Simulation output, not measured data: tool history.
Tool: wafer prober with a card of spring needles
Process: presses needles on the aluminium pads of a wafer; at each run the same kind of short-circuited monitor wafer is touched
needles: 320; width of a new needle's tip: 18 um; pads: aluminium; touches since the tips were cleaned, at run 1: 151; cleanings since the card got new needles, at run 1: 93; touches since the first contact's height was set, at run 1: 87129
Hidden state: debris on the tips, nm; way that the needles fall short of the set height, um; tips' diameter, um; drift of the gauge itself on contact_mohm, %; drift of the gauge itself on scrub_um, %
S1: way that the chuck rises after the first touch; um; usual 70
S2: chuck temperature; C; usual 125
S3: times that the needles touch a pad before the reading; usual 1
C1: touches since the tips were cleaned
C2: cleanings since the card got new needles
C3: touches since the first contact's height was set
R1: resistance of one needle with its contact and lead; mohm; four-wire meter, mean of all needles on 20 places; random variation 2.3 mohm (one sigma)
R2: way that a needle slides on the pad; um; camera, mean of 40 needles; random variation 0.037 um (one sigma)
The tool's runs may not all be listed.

run,hour,S1,S2,S3,C1,C2,C3,R1,R2
1,0,70,125,1,151,93,87129,267,9.81
# hour 4.2: tips cleaned on abrasive film
# hour 9.2: tips cleaned on abrasive film
# hour 14.2: tips cleaned on abrasive film
2,14.2,70,78,1,0,96,94010,255,9.71
# hour 19.5: tips cleaned on abrasive film
# hour 23.9: tips cleaned on abrasive film
3,24,70,78,1,48,98,98708,256,9.67
# hour 29: tips cleaned on abrasive film
4,32.8,70,78,1,1874,99,103001,285,9.69
# hour 33.9: tips cleaned on abrasive film
# hour 38.7: tips cleaned on abrasive film
# hour 43.3: tips cleaned on abrasive film
5,47,70,78,1,1836,102,109899,290,9.67
# hour 48.2: tips cleaned on abrasive film
# hour 53: tips cleaned on abrasive film
# hour 58: tips cleaned on abrasive film
6,62.1,70,125,1,2021,105,117189,300,9.55
# hour 63.2: tips cleaned on abrasive film
# hour 68.5: tips cleaned on abrasive film
7,70,70,125,1,726,107,120967,287,9.53
# hour 73.1: tips cleaned on abrasive film
# hour 77.9: tips cleaned on abrasive film
# hour 83: tips cleaned on abrasive film
8,85.2,70,125,1,1083,110,128326,287,9.59
# hour 88.3: tips cleaned on abrasive film
# hour 93.4: tips cleaned on abrasive film
9,94.2,70,125,1,363,112,132660,276,9.53
# hour 98: tips cleaned on abrasive film
# hour 102.7: tips cleaned on abrasive film
# hour 107.7: tips cleaned on abrasive film
10,111.6,70,125,1,1928,115,141131,296,9.44
# hour 112.8: tips cleaned on abrasive film
# hour 114.9: height of the first contact set anew
# hour 118.2: tips cleaned on abrasive film
11,121.3,78,53,1,1535,117,3077,271,10.39
# hour 123.5: tips cleaned on abrasive film
# hour 128.9: tips cleaned on abrasive film
12,130.7,60,69,3,899,119,7621,266,7.69
# hour 133.9: tips cleaned on abrasive film
# hour 138.9: tips cleaned on abrasive film
13,141.2,56,125,1,1143,121,12717,316,7.05
# hour 143.4: tips cleaned on abrasive film
# hour 148.5: tips cleaned on abrasive film
# hour 152.4: height of the first contact set anew, once more
# hour 153.5: tips cleaned on abrasive film
14,156.6,56,125,1,1518,124,2039,311,8.14
# hour 158.8: tips cleaned on abrasive film
# hour 163.9: tips cleaned on abrasive film
# hour 168.9: tips cleaned on abrasive film
15,170,89,71,1,555,127,8516,250,12.98
# hour 174.1: tips cleaned on abrasive film
# hour 179.3: tips cleaned on abrasive film
16,183.4,89,71,1,2005,129,15010,266,12.94
# hour 184.6: tips cleaned on abrasive film
# hour 189.6: tips cleaned on abrasive film
# hour 194.7: tips cleaned on abrasive film
17,196.1,68,37,2,700,132,21124,252,9.76
# hour 199.3: tips cleaned on abrasive film
# hour 204.6: tips cleaned on abrasive film
18,208.1,83,124,2,1701,134,26931,274,11.91
# hour 209.9: tips cleaned on abrasive film
# hour 215.1: tips cleaned on abrasive film
# hour 220.2: tips cleaned on abrasive film
# hour 225.5: tips cleaned on abrasive film
19,225.6,83,124,2,58,138,35403,262,11.94
# hour 230.8: tips cleaned on abrasive film
# hour 235.5: tips cleaned on abrasive film
20,235.5,83,124,2,0,140,40159,263,11.89

How the hidden state differs across the entries between the runs, from the last listed run before each to the first after it:
Between runs 1 and 2: tips cleaned on abrasive film (hour 4.2); tips cleaned on abrasive film (hour 9.2); tips cleaned on abrasive film (hour 14.2)
  debris on the tips, nm: 8.6 -> 5; way that the needles fall short of the set height, um: 3.04 -> 3.26; tips' diameter, um: 20.67 -> 20.75
  measured less the result without the state, R1: +9 -> +6 mohm; R2: -0.44 -> -0.48 um
Between runs 2 and 3: tips cleaned on abrasive film (hour 19.5); tips cleaned on abrasive film (hour 23.9)
  debris on the tips, nm: 5 -> 7.3; way that the needles fall short of the set height, um: 3.26 -> 3.44; tips' diameter, um: 20.75 -> 20.81
  measured less the result without the state, R1: +6 -> +8 mohm; R2: -0.48 -> -0.5 um
Between runs 3 and 4: tips cleaned on abrasive film (hour 29)
  debris on the tips, nm: 7.3 -> 52.5; way that the needles fall short of the set height, um: 3.44 -> 3.53; tips' diameter, um: 20.81 -> 20.84
  measured less the result without the state, R1: +8 -> +39 mohm; R2: -0.5 -> -0.52 um
Between runs 4 and 5: tips cleaned on abrasive film (hour 33.9); tips cleaned on abrasive film (hour 38.7); tips cleaned on abrasive film (hour 43.3)
  debris on the tips, nm: 52.5 -> 48.6; way that the needles fall short of the set height, um: 3.53 -> 3.77; tips' diameter, um: 20.84 -> 20.92
  measured less the result without the state, R1: +39 -> +37 mohm; R2: -0.52 -> -0.55 um
Between runs 5 and 6: tips cleaned on abrasive film (hour 48.2); tips cleaned on abrasive film (hour 53); tips cleaned on abrasive film (hour 58)
  debris on the tips, nm: 48.6 -> 53.8; way that the needles fall short of the set height, um: 3.77 -> 4.02; tips' diameter, um: 20.92 -> 21.01
  measured less the result without the state, R1: +37 -> +39 mohm; R2: -0.55 -> -0.58 um
Between runs 6 and 7: tips cleaned on abrasive film (hour 63.2); tips cleaned on abrasive film (hour 68.5)
  debris on the tips, nm: 53.8 -> 28.2; way that the needles fall short of the set height, um: 4.02 -> 4.18; tips' diameter, um: 21.01 -> 21.07
  measured less the result without the state, R1: +39 -> +23 mohm; R2: -0.58 -> -0.6 um
Between runs 7 and 8: tips cleaned on abrasive film (hour 73.1); tips cleaned on abrasive film (hour 77.9); tips cleaned on abrasive film (hour 83)
  debris on the tips, nm: 28.2 -> 33.5; way that the needles fall short of the set height, um: 4.18 -> 4.43; tips' diameter, um: 21.07 -> 21.15
  measured less the result without the state, R1: +23 -> +26 mohm; R2: -0.6 -> -0.64 um
Between runs 8 and 9: tips cleaned on abrasive film (hour 88.3); tips cleaned on abrasive film (hour 93.4)
  debris on the tips, nm: 33.5 -> 17.6; way that the needles fall short of the set height, um: 4.43 -> 4.61; tips' diameter, um: 21.15 -> 21.22
  measured less the result without the state, R1: +26 -> +16 mohm; R2: -0.64 -> -0.67 um
Between runs 9 and 10: tips cleaned on abrasive film (hour 98); tips cleaned on abrasive film (hour 102.7); tips cleaned on abrasive film (hour 107.7)
  debris on the tips, nm: 17.6 -> 51.6; way that the needles fall short of the set height, um: 4.61 -> 4.84; tips' diameter, um: 21.22 -> 21.3
  measured less the result without the state, R1: +16 -> +39 mohm; R2: -0.67 -> -0.71 um
Between runs 10 and 11: tips cleaned on abrasive film (hour 112.8); height of the first contact set anew (hour 114.9); tips cleaned on abrasive film (hour 118.2)
  debris on the tips, nm: 51.6 -> 41.2; way that the needles fall short of the set height, um: 4.84 -> 6.91; tips' diameter, um: 21.3 -> 21.35
  measured less the result without the state, R1: +39 -> +30 mohm; R2: -0.71 -> -1.01 um
Between runs 11 and 12: tips cleaned on abrasive film (hour 123.5); tips cleaned on abrasive film (hour 128.9)
  debris on the tips, nm: 41.2 -> 29.5; way that the needles fall short of the set height, um: 6.91 -> 7.04; tips' diameter, um: 21.35 -> 21.4
  measured less the result without the state, R1: +30 -> +18 mohm; R2: -1.01 -> -1.02 um
Between runs 12 and 13: tips cleaned on abrasive film (hour 133.9); tips cleaned on abrasive film (hour 138.9)
  debris on the tips, nm: 29.5 -> 35.6; way that the needles fall short of the set height, um: 7.04 -> 7.23; tips' diameter, um: 21.4 -> 21.46
  measured less the result without the state, R1: +18 -> +50 mohm; R2: -1.02 -> -1.04 um
Between runs 13 and 14: tips cleaned on abrasive film (hour 143.4); tips cleaned on abrasive film (hour 148.5); height of the first contact set anew, once more (hour 152.4); tips cleaned on abrasive film (hour 153.5)
  debris on the tips, nm: 35.6 -> 48.6; way that the needles fall short of the set height, um: 7.23 -> 0.07; tips' diameter, um: 21.46 -> 21.55
  measured less the result without the state, R1: +50 -> +48 mohm; R2: -1.04 -> -0.01 um
Between runs 14 and 15: tips cleaned on abrasive film (hour 158.8); tips cleaned on abrasive film (hour 163.9); tips cleaned on abrasive film (hour 168.9)
  debris on the tips, nm: 48.6 -> 19.9; way that the needles fall short of the set height, um: 0.07 -> 0.31; tips' diameter, um: 21.55 -> 21.63
  measured less the result without the state, R1: +48 -> +11 mohm; R2: -0.01 -> -0.05 um
Between runs 15 and 16: tips cleaned on abrasive film (hour 174.1); tips cleaned on abrasive film (hour 179.3)
  debris on the tips, nm: 19.9 -> 50.6; way that the needles fall short of the set height, um: 0.31 -> 0.48; tips' diameter, um: 21.63 -> 21.69
  measured less the result without the state, R1: +11 -> +24 mohm; R2: -0.05 -> -0.07 um
Between runs 16 and 17: tips cleaned on abrasive film (hour 184.6); tips cleaned on abrasive film (hour 189.6); tips cleaned on abrasive film (hour 194.7)
  debris on the tips, nm: 50.6 -> 25.6; way that the needles fall short of the set height, um: 0.48 -> 0.74; tips' diameter, um: 21.69 -> 21.78
  measured less the result without the state, R1: +24 -> +15 mohm; R2: -0.07 -> -0.1 um
Between runs 17 and 18: tips cleaned on abrasive film (hour 199.3); tips cleaned on abrasive film (hour 204.6)
  debris on the tips, nm: 25.6 -> 50.7; way that the needles fall short of the set height, um: 0.74 -> 0.91; tips' diameter, um: 21.78 -> 21.84
  measured less the result without the state, R1: +15 -> +17 mohm; R2: -0.1 -> -0.13 um
Between runs 18 and 19: tips cleaned on abrasive film (hour 209.9); tips cleaned on abrasive film (hour 215.1); tips cleaned on abrasive film (hour 220.2); tips cleaned on abrasive film (hour 225.5)
  debris on the tips, nm: 50.7 -> 5.8; way that the needles fall short of the set height, um: 0.91 -> 1.18; tips' diameter, um: 21.84 -> 21.94
  measured less the result without the state, R1: +17 -> +5 mohm; R2: -0.13 -> -0.17 um
Between runs 19 and 20: tips cleaned on abrasive film (hour 230.8); tips cleaned on abrasive film (hour 235.5)
  debris on the tips, nm: 5.8 -> 2.6; way that the needles fall short of the set height, um: 1.18 -> 1.34; tips' diameter, um: 21.94 -> 21.99
  measured less the result without the state, R1: +5 -> +4 mohm; R2: -0.17 -> -0.19 um
